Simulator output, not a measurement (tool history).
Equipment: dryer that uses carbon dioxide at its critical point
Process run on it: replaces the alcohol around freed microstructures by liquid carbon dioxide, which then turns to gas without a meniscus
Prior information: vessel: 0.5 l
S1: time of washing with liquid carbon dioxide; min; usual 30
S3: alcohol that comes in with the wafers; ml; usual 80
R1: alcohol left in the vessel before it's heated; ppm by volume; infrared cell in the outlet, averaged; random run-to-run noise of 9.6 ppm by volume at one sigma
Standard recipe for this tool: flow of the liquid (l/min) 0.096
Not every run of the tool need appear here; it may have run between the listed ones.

run 1 hour=0 | S1=30 flow_of_the_liquid_(l/min)=0.096 S3=80 | R1=660
run 2 hour=6.4 | S1=30 flow_of_the_liquid_(l/min)=0.096 S3=80 | R1=661
run 3 hour=10.9 | S1=30 flow_of_the_liquid_(l/min)=0.096 S3=29 | R1=244
run 4 hour=17.8 | S1=30 flow_of_the_liquid_(l/min)=0.096 S3=29 | R1=255
run 5 hour=26.5 | S1=30 flow_of_the_liquid_(l/min)=0.096 S3=41 | R1=346
run 6 hour=32.5 | S1=30 flow_of_the_liquid_(l/min)=0.096 S3=41 | R1=340
run 7 hour=40.2 | S1=30 flow_of_the_liquid_(l/min)=0.096 S3=41 | R1=342
run 8 hour=49 | S1=30 flow_of_the_liquid_(l/min)=0.096 S3=41 | R1=357
run 9 hour=52.9 | S1=30 flow_of_the_liquid_(l/min)=0.096 S3=80 | R1=676
run 10 hour=60.9 | S1=30 flow_of_the_liquid_(l/min)=0.096 S3=80 | R1=680
run 11 hour=69.3 | S1=30 flow_of_the_liquid_(l/min)=0.096 S3=80 | R1=677
run 12 hour=77.6 | S1=30 flow_of_the_liquid_(l/min)=0.096 S3=80 | R1=657
run 13 hour=83.6 | S1=30 flow_of_the_liquid_(l/min)=0.1549 S3=27 | R1=17
run 14 hour=91.5 | S1=30 flow_of_the_liquid_(l/min)=0.1282 S3=38 | R1=56
run 15 hour=99.6 | S1=40 flow_of_the_liquid_(l/min)=0.096 S3=24 | R1=35
run 16 hour=104.3 | S1=30 flow_of_the_liquid_(l/min)=0.1283 S3=80 | R1=108
run 17 hour=108.7 | S1=20 flow_of_the_liquid_(l/min)=0.096 S3=80 | R1=4289
run 18 hour=117.2 | S1=30 flow_of_the_liquid_(l/min)=0.096 S3=47 | R1=414
run 19 hour=127 | S1=42 flow_of_the_liquid_(l/min)=0.1181 S3=30 | R1=8
run 20 hour=132.1 | S1=42 flow_of_the_liquid_(l/min)=0.0949 S3=50 | R1=63
run 21 hour=138.1 | S1=34 flow_of_the_liquid_(l/min)=0.1146 S3=35 | R1=48
run 22 hour=142.7 | S1=34 flow_of_the_liquid_(l/min)=0.0602 S3=35 | R1=1515
run 23 hour=150.8 | S1=34 flow_of_the_liquid_(l/min)=0.0602 S3=29 | R1=1253

Predict each of these 4 candidate next runs independently; none follows another, all start after run 23:
run A hour=156.7 | S1=34 flow_of_the_liquid_(l/min)=0.0901 S3=65 | R1=?
run B hour=156.7 | S1=34 flow_of_the_liquid_(l/min)=0.0725 S3=29 | R1=?
run C hour=156.7 | S1=23 flow_of_the_liquid_(l/min)=0.0775 S3=80 | R1=?
run D hour=156.7 | S1=25 flow_of_the_liquid_(l/min)=0.0602 S3=49 | R1=?

run=A R1=425
run=B R1=581
run=C R1=5754
run=D R1=5743
The same runs, with their run-to-run variation unchanged, on a tool lacking any hidden condition would have given:
run=A R1=323
run=B R1=465
run=C R1=4917
run=D R1=5030
